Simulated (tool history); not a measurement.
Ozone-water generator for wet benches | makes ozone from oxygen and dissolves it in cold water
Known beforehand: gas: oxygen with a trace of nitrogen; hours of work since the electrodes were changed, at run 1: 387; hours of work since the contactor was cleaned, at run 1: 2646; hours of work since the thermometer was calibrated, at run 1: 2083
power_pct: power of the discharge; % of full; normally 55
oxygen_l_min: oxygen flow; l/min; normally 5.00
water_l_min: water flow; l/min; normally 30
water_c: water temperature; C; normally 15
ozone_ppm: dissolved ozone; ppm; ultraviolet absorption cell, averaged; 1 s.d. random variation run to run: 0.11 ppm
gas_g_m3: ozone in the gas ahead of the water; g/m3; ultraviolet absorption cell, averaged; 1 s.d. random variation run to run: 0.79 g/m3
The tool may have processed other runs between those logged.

run,hour,power_pct,oxygen_l_min,water_l_min,water_c,hours of work since the electrodes were changed,hours of work since the contactor was cleaned,hours of work since the thermometer was calibrated,ozone_ppm,gas_g_m3
1,0.0,55,5.00,30,15,387,2646,2083,8.3,120.5
2,49.9,55,5.00,30,15,434,2692,2129,8.3,121.9
3,98.7,55,5.00,30,15,479,2738,2175,8.1,122.4
4,140.7,55,5.00,38,15,518,2776,2214,6.4,122.1
5,182.4,55,5.00,38,15,556,2815,2252,6.4,121.6
6,235.3,55,5.00,38,15,605,2864,2301,6.2,121.0
7,266.7,55,5.00,38,15,635,2893,2330,6.4,121.0
8,311.8,55,5.00,47,15,676,2935,2372,4.7,122.4
9,348.8,55,5.00,47,15,711,2969,2406,4.7,121.6
10,403.5,55,5.00,47,15,761,3020,2457,4.8,121.0
11,428.8,55,5.00,30,15,785,3044,2481,8.2,119.9
12,475.3,55,5.00,31,15,828,3087,2524,8.1,121.8
13,498.2,55,5.00,31,15,849,3108,2545,7.9,121.0
14,540.5,55,5.00,31,15,888,3147,2584,7.9,120.5
15,579.7,55,5.00,31,15,925,3183,2620,7.9,121.4
16,632.8,55,3.58,31,15,974,3233,2670,7.6,149.9
17,669.1,55,5.00,30,15,1008,3266,2703,8.1,122.4
18,702.8,55,5.57,44,21,1039,3298,2735,5.1,112.5
19,737.9,70,5.00,21,15,1071,3330,2767,13.9,144.1
20,770.3,64,5.00,30,10,1101,3360,2797,9.3,135.8
21,792.4,55,4.32,30,15,1122,3381,2818,8.2,132.2
22,844.1,86,4.18,30,13,1170,3428,2865,11.2,185.7
# hour 848.1: water thermometer calibrated
23,887.5,86,4.74,30,12,1209,3468,37,11.4,170.5
24,931.6,86,4.19,25,12,1250,3509,77,13.6,183.3
25,962.1,86,4.19,25,12,1279,3537,106,13.7,185.2
# hour 970.4: water thermometer calibrated, once more
26,991.0,55,5.00,30,8,1305,3564,19,8.7,119.2
27,1034.9,55,5.00,30,8,1346,3604,60,8.6,122.5
28,1086.6,95,7.11,31,14,1394,3652,108,11.6,140.2
29,1139.2,97,7.67,31,14,1442,3701,156,11.7,135.4
30,1187.5,53,5.00,30,15,1487,3746,201,7.8,116.6
31,1218.4,53,5.07,30,10,1516,3775,230,8.2,116.0
32,1255.7,79,3.53,38,10,1550,3809,264,7.9,193.9
33,1308.4,63,4.54,38,10,1599,3858,313,7.0,140.5

How would selected steps in ozone_ppm from run to run divide? Give the signed amount a tool lacking its hidden state would still show from settings, what came in and random variation, and the signed amount left for the hidden state, including any gauge scatter that is not in both of the compared results.
The tool's hidden condition here consists of: yield of the discharge, % of new electrodes'; contactor's efficiency, % of a clean one's; true water temperature over the reading, C; drift of the gauge itself on ozone_ppm, %; drift of the gauge itself on gas_g_m3, %.
Run 18 -> 19: power_pct 55 -> 70, oxygen_l_min 5.57 -> 5.00, water_l_min 44 -> 21, water_c 21 -> 15. ozone_ppm +8.8 ppm: hidden state -0.3, all else +9.1.
Run 19 -> 20: power_pct 70 -> 64, water_l_min 21 -> 30, water_c 15 -> 10. ozone_ppm -4.6 ppm: hidden state +0.1, all else -4.7.
Run 21 -> 22: power_pct 55 -> 86, oxygen_l_min 4.32 -> 4.18, water_c 15 -> 13. ozone_ppm +3.0 ppm: hidden state -0.3, all else +3.3.
Run 25 -> 26: power_pct 86 -> 55, oxygen_l_min 4.19 -> 5.00, water_l_min 25 -> 30, water_c 12 -> 8, water thermometer calibrated, once more. ozone_ppm -5.0 ppm: hidden state +0.3, all else -5.3.
